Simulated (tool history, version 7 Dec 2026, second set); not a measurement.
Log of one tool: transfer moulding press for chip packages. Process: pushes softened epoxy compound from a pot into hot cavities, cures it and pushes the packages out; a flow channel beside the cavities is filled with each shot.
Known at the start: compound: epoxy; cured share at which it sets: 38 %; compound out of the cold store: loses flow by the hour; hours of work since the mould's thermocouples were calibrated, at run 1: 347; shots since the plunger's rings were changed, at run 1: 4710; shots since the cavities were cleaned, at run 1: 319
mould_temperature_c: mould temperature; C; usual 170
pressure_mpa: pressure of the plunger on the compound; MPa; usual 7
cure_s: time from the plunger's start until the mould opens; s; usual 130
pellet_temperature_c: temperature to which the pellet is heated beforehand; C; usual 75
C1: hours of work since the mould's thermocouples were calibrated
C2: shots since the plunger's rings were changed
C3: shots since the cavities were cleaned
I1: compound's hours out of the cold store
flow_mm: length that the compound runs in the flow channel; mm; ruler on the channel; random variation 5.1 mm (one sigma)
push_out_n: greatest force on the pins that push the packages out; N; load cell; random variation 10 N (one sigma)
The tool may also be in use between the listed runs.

{"run": 1, "hour": 0.0, "mould_temperature_c": 170, "pressure_mpa": 7, "cure_s": 130, "pellet_temperature_c": 75, "C1": 347, "C2": 4710, "C3": 319, "I1": 25, "flow_mm": 922, "push_out_n": 625}
{"run": 2, "hour": 11.7, "mould_temperature_c": 170, "pressure_mpa": 7, "cure_s": 130, "pellet_temperature_c": 75, "C1": 357, "C2": 4847, "C3": 456, "I1": 25.1, "flow_mm": 915, "push_out_n": 633}
{"run": 3, "hour": 18.0, "mould_temperature_c": 170, "pressure_mpa": 7, "cure_s": 167, "pellet_temperature_c": 75, "C1": 362, "C2": 4921, "C3": 530, "I1": 43.5, "flow_mm": 864, "push_out_n": 562}
{"hour": 20.4, "done": "cavities cleaned with cleaning compound and waxed"}
{"run": 4, "hour": 26.8, "mould_temperature_c": 170, "pressure_mpa": 7, "cure_s": 167, "pellet_temperature_c": 75, "C1": 367, "C2": 5006, "C3": 75, "I1": 14.8, "flow_mm": 947, "push_out_n": 465}
{"run": 5, "hour": 35.6, "mould_temperature_c": 170, "pressure_mpa": 7, "cure_s": 130, "pellet_temperature_c": 76, "C1": 375, "C2": 5110, "C3": 179, "I1": 44.5, "flow_mm": 857, "push_out_n": 542}
{"run": 6, "hour": 44.1, "mould_temperature_c": 170, "pressure_mpa": 7.26, "cure_s": 130, "pellet_temperature_c": 75, "C1": 381, "C2": 5208, "C3": 277, "I1": 18.5, "flow_mm": 958, "push_out_n": 607}
{"run": 7, "hour": 54.6, "mould_temperature_c": 170, "pressure_mpa": 7, "cure_s": 130, "pellet_temperature_c": 75, "C1": 390, "C2": 5331, "C3": 400, "I1": 15.2, "flow_mm": 937, "push_out_n": 615}
{"run": 8, "hour": 60.7, "mould_temperature_c": 170, "pressure_mpa": 7, "cure_s": 130, "pellet_temperature_c": 75, "C1": 394, "C2": 5403, "C3": 472, "I1": 46.2, "flow_mm": 863, "push_out_n": 629}
{"hour": 67.6, "done": "cavities cleaned with cleaning compound and waxed"}
{"run": 9, "hour": 72.0, "mould_temperature_c": 168, "pressure_mpa": 7, "cure_s": 130, "pellet_temperature_c": 75, "C1": 402, "C2": 5517, "C3": 51, "I1": 44.9, "flow_mm": 872, "push_out_n": 507}
{"run": 10, "hour": 82.2, "mould_temperature_c": 168, "pressure_mpa": 7, "cure_s": 130, "pellet_temperature_c": 75, "C1": 410, "C2": 5636, "C3": 170, "I1": 15.9, "flow_mm": 952, "push_out_n": 591}
{"run": 11, "hour": 95.7, "mould_temperature_c": 168, "pressure_mpa": 7, "cure_s": 130, "pellet_temperature_c": 75, "C1": 421, "C2": 5795, "C3": 329, "I1": 46.9, "flow_mm": 865, "push_out_n": 658}
{"run": 12, "hour": 108.8, "mould_temperature_c": 168, "pressure_mpa": 7, "cure_s": 130, "pellet_temperature_c": 75, "C1": 431, "C2": 5947, "C3": 481, "I1": 30.6, "flow_mm": 903, "push_out_n": 697}
{"hour": 115.3, "done": "cavities cleaned with cleaning compound and waxed"}
{"run": 13, "hour": 117.2, "mould_temperature_c": 175, "pressure_mpa": 7, "cure_s": 130, "pellet_temperature_c": 75, "C1": 437, "C2": 6028, "C3": 22, "I1": 29.3, "flow_mm": 890, "push_out_n": 443}
{"hour": 125.3, "done": "plunger's sealing rings changed"}
{"run": 14, "hour": 128.9, "mould_temperature_c": 170, "pressure_mpa": 7, "cure_s": 130, "pellet_temperature_c": 82, "C1": 444, "C2": 42, "C3": 129, "I1": 31.8, "flow_mm": 931, "push_out_n": 525}
{"run": 15, "hour": 139.9, "mould_temperature_c": 174, "pressure_mpa": 7, "cure_s": 130, "pellet_temperature_c": 74, "C1": 453, "C2": 172, "C3": 259, "I1": 46.5, "flow_mm": 873, "push_out_n": 526}
{"run": 16, "hour": 149.1, "mould_temperature_c": 174, "pressure_mpa": 7, "cure_s": 130, "pellet_temperature_c": 74, "C1": 460, "C2": 279, "C3": 366, "I1": 34.2, "flow_mm": 911, "push_out_n": 558}
{"run": 17, "hour": 154.7, "mould_temperature_c": 174, "pressure_mpa": 7, "cure_s": 130, "pellet_temperature_c": 74, "C1": 465, "C2": 345, "C3": 432, "I1": 22.1, "flow_mm": 940, "push_out_n": 596}
{"hour": 165.3, "done": "cavities cleaned with cleaning compound and waxed"}
{"run": 18, "hour": 165.9, "mould_temperature_c": 177, "pressure_mpa": 7, "cure_s": 152, "pellet_temperature_c": 78, "C1": 472, "C2": 457, "C3": 6, "I1": 41.5, "flow_mm": 882, "push_out_n": 389}
{"run": 19, "hour": 173.8, "mould_temperature_c": 177, "pressure_mpa": 7, "cure_s": 152, "pellet_temperature_c": 78, "C1": 479, "C2": 550, "C3": 99, "I1": 36.1, "flow_mm": 890, "push_out_n": 477}
{"run": 20, "hour": 183.3, "mould_temperature_c": 168, "pressure_mpa": 8.21, "cure_s": 130, "pellet_temperature_c": 75, "C1": 486, "C2": 661, "C3": 210, "I1": 31.1, "flow_mm": 1012, "push_out_n": 601}
{"run": 21, "hour": 196.3, "mould_temperature_c": 168, "pressure_mpa": 8.21, "cure_s": 130, "pellet_temperature_c": 75, "C1": 497, "C2": 812, "C3": 361, "I1": 13.1, "flow_mm": 1077, "push_out_n": 709}
{"run": 22, "hour": 205.6, "mould_temperature_c": 168, "pressure_mpa": 8.18, "cure_s": 130, "pellet_temperature_c": 75, "C1": 504, "C2": 921, "C3": 470, "I1": 9.7, "flow_mm": 1090, "push_out_n": 718}
{"hour": 213.2, "done": "cavities cleaned with cleaning compound and waxed"}
{"run": 23, "hour": 213.4, "mould_temperature_c": 168, "pressure_mpa": 7.1, "cure_s": 168, "pellet_temperature_c": 84, "C1": 509, "C2": 995, "C3": 2, "I1": 32.7, "flow_mm": 937, "push_out_n": 420}
{"run": 24, "hour": 221.9, "mould_temperature_c": 176, "pressure_mpa": 5.96, "cure_s": 130, "pellet_temperature_c": 75, "C1": 516, "C2": 1095, "C3": 102, "I1": 27.6, "flow_mm": 833, "push_out_n": 466}
{"run": 25, "hour": 229.0, "mould_temperature_c": 176, "pressure_mpa": 8.3, "cure_s": 130, "pellet_temperature_c": 75, "C1": 521, "C2": 1177, "C3": 184, "I1": 26.7, "flow_mm": 1005, "push_out_n": 476}
{"run": 26, "hour": 237.1, "mould_temperature_c": 170, "pressure_mpa": 5.81, "cure_s": 130, "pellet_temperature_c": 69, "C1": 528, "C2": 1272, "C3": 279, "I1": 24.2, "flow_mm": 867, "push_out_n": 569}
{"run": 27, "hour": 247.3, "mould_temperature_c": 170, "pressure_mpa": 5.81, "cure_s": 130, "pellet_temperature_c": 69, "C1": 536, "C2": 1392, "C3": 399, "I1": 36.1, "flow_mm": 834, "push_out_n": 615}

How the hidden state differs across the entries between the runs, from the last listed run before each to the first after it:
Between runs 3 and 4: cavities cleaned with cleaning compound and waxed (hour 20.4)
  true mould temperature over the reading, C: -0.54 -> -0.55; pressure that reaches the compound, % of what is set: 93.69 -> 93.59; grip of the stained cavities, % over clean ones': 41.5 -> 10.8
  measured less the result without the state, flow_mm: -27 -> -30 mm; push_out_n: +167 -> +47 N
Between runs 8 and 9: cavities cleaned with cleaning compound and waxed (hour 67.6)
  true mould temperature over the reading, C: -0.61 -> -0.62; pressure that reaches the compound, % of what is set: 93.05 -> 92.89; grip of the stained cavities, % over clean ones': 38.7 -> 7.4
  measured less the result without the state, flow_mm: -29 -> -30 mm; push_out_n: +183 -> +46 N
Between runs 12 and 13: cavities cleaned with cleaning compound and waxed (hour 115.3)
  true mould temperature over the reading, C: -0.68 -> -0.69; pressure that reaches the compound, % of what is set: 92.34 -> 92.23; grip of the stained cavities, % over clean ones': 39.2 -> 4
  measured less the result without the state, flow_mm: -34 -> -34 mm; push_out_n: +210 -> +20 N
Between runs 13 and 14: plunger's sealing rings changed (hour 125.3)
  true mould temperature over the reading, C: -0.69 -> -0.71; pressure that reaches the compound, % of what is set: 92.23 -> 99.86; grip of the stained cavities, % over clean ones': 4 -> 15.1
  measured less the result without the state, flow_mm: -34 -> +2 mm; push_out_n: +20 -> +77 N
Between runs 17 and 18: cavities cleaned with cleaning compound and waxed (hour 165.3)
  true mould temperature over the reading, C: -0.75 -> -0.77; pressure that reaches the compound, % of what is set: 99.46 -> 99.3; grip of the stained cavities, % over clean ones': 36.6 -> 1.3
  measured less the result without the state, flow_mm: +0 -> +0 mm; push_out_n: +163 -> +5 N
Between runs 22 and 23: cavities cleaned with cleaning compound and waxed (hour 213.2)
  true mould temperature over the reading, C: -0.83 -> -0.84; pressure that reaches the compound, % of what is set: 98.7 -> 98.6; grip of the stained cavities, % over clean ones': 38.2 -> 1.7
  measured less the result without the state, flow_mm: -3 -> -3 mm; push_out_n: +219 -> +10 N
